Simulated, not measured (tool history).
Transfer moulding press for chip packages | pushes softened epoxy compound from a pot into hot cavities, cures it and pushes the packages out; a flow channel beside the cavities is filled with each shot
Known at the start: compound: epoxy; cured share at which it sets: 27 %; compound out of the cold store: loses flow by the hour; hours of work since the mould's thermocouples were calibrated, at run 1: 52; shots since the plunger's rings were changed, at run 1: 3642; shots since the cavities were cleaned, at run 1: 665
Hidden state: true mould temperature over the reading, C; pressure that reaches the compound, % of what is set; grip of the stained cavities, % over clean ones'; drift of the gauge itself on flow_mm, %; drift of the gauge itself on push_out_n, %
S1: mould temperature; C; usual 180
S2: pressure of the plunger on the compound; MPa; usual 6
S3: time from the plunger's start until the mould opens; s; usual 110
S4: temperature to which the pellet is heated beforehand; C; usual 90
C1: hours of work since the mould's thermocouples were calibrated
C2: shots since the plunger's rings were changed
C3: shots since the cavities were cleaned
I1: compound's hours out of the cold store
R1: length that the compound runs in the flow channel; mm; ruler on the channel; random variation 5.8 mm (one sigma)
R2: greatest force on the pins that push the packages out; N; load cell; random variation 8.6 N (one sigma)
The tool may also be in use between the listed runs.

run 1 hour=0 | S1=180 S2=6 S3=110 S4=90 | C1=52 C2=3642 C3=665 | I1=38.7 | R1=601 R2=381
-- hour=7 cavities cleaned with cleaning compound and waxed
run 2 hour=58.9 | S1=180 S2=6 S3=110 S4=90 | C1=92 C2=4292 C3=588 | I1=14.1 | R1=644 R2=396
-- hour=75.1 cavities cleaned with cleaning compound and waxed
run 3 hour=125.3 | S1=180 S2=6 S3=110 S4=90 | C1=137 C2=5026 C3=567 | I1=33.7 | R1=600 R2=395
-- hour=142.8 cavities cleaned with cleaning compound and waxed
run 4 hour=185.2 | S1=180 S2=6 S3=110 S4=90 | C1=178 C2=5688 C3=481 | I1=42.9 | R1=579 R2=364
-- hour=208.4 cavities cleaned with cleaning compound and waxed
run 5 hour=216.6 | S1=180 S2=6 S3=110 S4=90 | C1=199 C2=6026 C3=93 | I1=33.5 | R1=599 R2=373
run 6 hour=254.4 | S1=180 S2=6 S3=110 S4=90 | C1=225 C2=6454 C3=521 | I1=28.4 | R1=617 R2=382
-- hour=271.8 cavities cleaned with cleaning compound and waxed
-- hour=297.1 plunger's sealing rings changed
run 7 hour=301.1 | S1=180 S2=6 S3=110 S4=92 | C1=255 C2=45 C3=303 | I1=31.1 | R1=605 R2=395
run 8 hour=334.8 | S1=180 S2=6 S3=110 S4=92 | C1=279 C2=427 C3=685 | I1=35.9 | R1=604 R2=389
-- hour=341.8 cavities cleaned with cleaning compound and waxed
run 9 hour=368.1 | S1=180 S2=6 S3=106 S4=90 | C1=301 C2=787 C3=298 | I1=30.3 | R1=621 R2=380
-- hour=408.6 cavities cleaned with cleaning compound and waxed
run 10 hour=425.6 | S1=180 S2=6 S3=146 S4=90 | C1=340 C2=1420 C3=192 | I1=37 | R1=605 R2=346
-- hour=472.5 cavities cleaned with cleaning compound and waxed
run 11 hour=472.8 | S1=180 S2=6 S3=146 S4=90 | C1=372 C2=1938 C3=4 | I1=28.9 | R1=614 R2=371
run 12 hour=511.7 | S1=180 S2=6 S3=110 S4=90 | C1=399 C2=2378 C3=444 | I1=13.6 | R1=650 R2=381
-- hour=540.5 cavities cleaned with cleaning compound and waxed
run 13 hour=547.2 | S1=180 S2=6 S3=110 S4=90 | C1=423 C2=2764 C3=77 | I1=36.6 | R1=589 R2=361
-- hour=604.4 cavities cleaned with cleaning compound and waxed
run 14 hour=604.4 | S1=180 S2=6 S3=110 S4=90 | C1=462 C2=3394 C3=0 | I1=43.7 | R1=589 R2=378
run 15 hour=651.3 | S1=180 S2=6.25 S3=136 S4=85 | C1=495 C2=3925 C3=531 | I1=9.7 | R1=664 R2=354
-- hour=672.8 cavities cleaned with cleaning compound and waxed
run 16 hour=700 | S1=177 S2=6.25 S3=136 S4=100 | C1=527 C2=4459 C3=308 | I1=39.5 | R1=605 R2=348
-- hour=737.5 cavities cleaned with cleaning compound and waxed
run 17 hour=760.8 | S1=180 S2=5.4 S3=123 S4=90 | C1=569 C2=5130 C3=263 | I1=43.8 | R1=554 R2=362
-- hour=776 mould's thermocouples calibrated
-- hour=804.9 cavities cleaned with cleaning compound and waxed
run 18 hour=809.2 | S1=188 S2=5.15 S3=110 S4=90 | C1=22 C2=5639 C3=50 | I1=30.8 | R1=559 R2=363
run 19 hour=860.7 | S1=174 S2=5.77 S3=110 S4=90 | C1=58 C2=6222 C3=633 | I1=40.5 | R1=593 R2=458
-- hour=870.7 cavities cleaned with cleaning compound and waxed
run 20 hour=893.7 | S1=180 S2=4.56 S3=109 S4=90 | C1=80 C2=6578 C3=260 | I1=12.8 | R1=572 R2=381
-- hour=923.6 plunger's sealing rings changed
run 21 hour=923.6 | S1=184 S2=6.73 S3=122 S4=89 | C1=99 C2=0 C3=571 | I1=16.6 | R1=666 R2=358
-- hour=937.3 cavities cleaned with cleaning compound and waxed
run 22 hour=954.7 | S1=181 S2=6 S3=110 S4=91 | C1=120 C2=334 C3=197 | I1=35.2 | R1=597 R2=383
-- hour=1002.4 cavities cleaned with cleaning compound and waxed
run 23 hour=1009.2 | S1=184 S2=6 S3=119 S4=91 | C1=157 C2=934 C3=77 | I1=38.4 | R1=589 R2=376
run 24 hour=1037.5 | S1=177 S2=6 S3=110 S4=90 | C1=177 C2=1255 C3=398 | I1=8.3 | R1=666 R2=423
-- hour=1068.1 cavities cleaned with cleaning compound and waxed
run 25 hour=1097.8 | S1=177 S2=6 S3=110 S4=90 | C1=218 C2=1920 C3=335 | I1=15.3 | R1=644 R2=420
-- hour=1131.8 cavities cleaned with cleaning compound and waxed
run 26 hour=1149.7 | S1=172 S2=6 S3=109 S4=84 | C1=253 C2=2490 C3=202 | I1=21.6 | R1=645 R2=532

How the hidden state differs across the entries between the runs, from the last listed run before each to the first after it:
Between runs 1 and 2: cavities cleaned with cleaning compound and waxed (hour 7)
  pressure that reaches the compound, % of what is set: 99.83 -> 99.81
Between runs 2 and 3: cavities cleaned with cleaning compound and waxed (hour 75.1)
  true mould temperature over the reading, C: 0 -> -0.01; pressure that reaches the compound, % of what is set: 99.81 -> 99.78; grip of the stained cavities, % over clean ones': 0.6 -> 0.5
Between runs 3 and 4: cavities cleaned with cleaning compound and waxed (hour 142.8)
  pressure that reaches the compound, % of what is set: 99.78 -> 99.75
Between runs 4 and 5: cavities cleaned with cleaning compound and waxed (hour 208.4)
  pressure that reaches the compound, % of what is set: 99.75 -> 99.74; grip of the stained cavities, % over clean ones': 0.5 -> 0.2
Between runs 6 and 7: cavities cleaned with cleaning compound and waxed (hour 271.8); plunger's sealing rings changed (hour 297.1)
  pressure that reaches the compound, % of what is set: 99.72 -> 100; grip of the stained cavities, % over clean ones': 0.5 -> 0.4
Between runs 8 and 9: cavities cleaned with cleaning compound and waxed (hour 341.8)
  pressure that reaches the compound, % of what is set: 99.98 -> 99.97; grip of the stained cavities, % over clean ones': 0.6 -> 0.3
Between runs 9 and 10: cavities cleaned with cleaning compound and waxed (hour 408.6)
  pressure that reaches the compound, % of what is set: 99.97 -> 99.94; grip of the stained cavities, % over clean ones': 0.3 -> 0.2
Between runs 10 and 11: cavities cleaned with cleaning compound and waxed (hour 472.5)
  pressure that reaches the compound, % of what is set: 99.94 -> 99.92; grip of the stained cavities, % over clean ones': 0.2 -> 0.1
Between runs 12 and 13: cavities cleaned with cleaning compound and waxed (hour 540.5)
  pressure that reaches the compound, % of what is set: 99.9 -> 99.88; grip of the stained cavities, % over clean ones': 0.5 -> 0.1
Between runs 13 and 14: cavities cleaned with cleaning compound and waxed (hour 604.4)
  pressure that reaches the compound, % of what is set: 99.88 -> 99.85; grip of the stained cavities, % over clean ones': 0.1 -> 0
Between runs 15 and 16: cavities cleaned with cleaning compound and waxed (hour 672.8)
  pressure that reaches the compound, % of what is set: 99.83 -> 99.81; grip of the stained cavities, % over clean ones': 0.5 -> 0.3
Between runs 16 and 17: cavities cleaned with cleaning compound and waxed (hour 737.5)
  pressure that reaches the compound, % of what is set: 99.81 -> 99.78
Between runs 17 and 18: mould's thermocouples calibrated (hour 776); cavities cleaned with cleaning compound and waxed (hour 804.9)
  true mould temperature over the reading, C: -0.02 -> 0; pressure that reaches the compound, % of what is set: 99.78 -> 99.76; grip of the stained cavities, % over clean ones': 0.3 -> 0.1
Between runs 19 and 20: cavities cleaned with cleaning compound and waxed (hour 870.7)
  pressure that reaches the compound, % of what is set: 99.74 -> 99.72; grip of the stained cavities, % over clean ones': 0.6 -> 0.3
Between runs 20 and 21: plunger's sealing rings changed (hour 923.6)
  pressure that reaches the compound, % of what is set: 99.72 -> 100; grip of the stained cavities, % over clean ones': 0.3 -> 0.5
Between runs 21 and 22: cavities cleaned with cleaning compound and waxed (hour 937.3)
  pressure that reaches the compound, % of what is set: 100 -> 99.99; grip of the stained cavities, % over clean ones': 0.5 -> 0.2
Between runs 22 and 23: cavities cleaned with cleaning compound and waxed (hour 1002.4)
  pressure that reaches the compound, % of what is set: 99.99 -> 99.96
Between runs 24 and 25: cavities cleaned with cleaning compound and waxed (hour 1068.1)
  true mould temperature over the reading, C: 0 -> -0.01; pressure that reaches the compound, % of what is set: 99.95 -> 99.92; grip of the stained cavities, % over clean ones': 0.5 -> 0.4
Between runs 25 and 26: cavities cleaned with cleaning compound and waxed (hour 1131.8)
  pressure that reaches the compound, % of what is set: 99.92 -> 99.89; grip of the stained cavities, % over clean ones': 0.4 -> 0.3
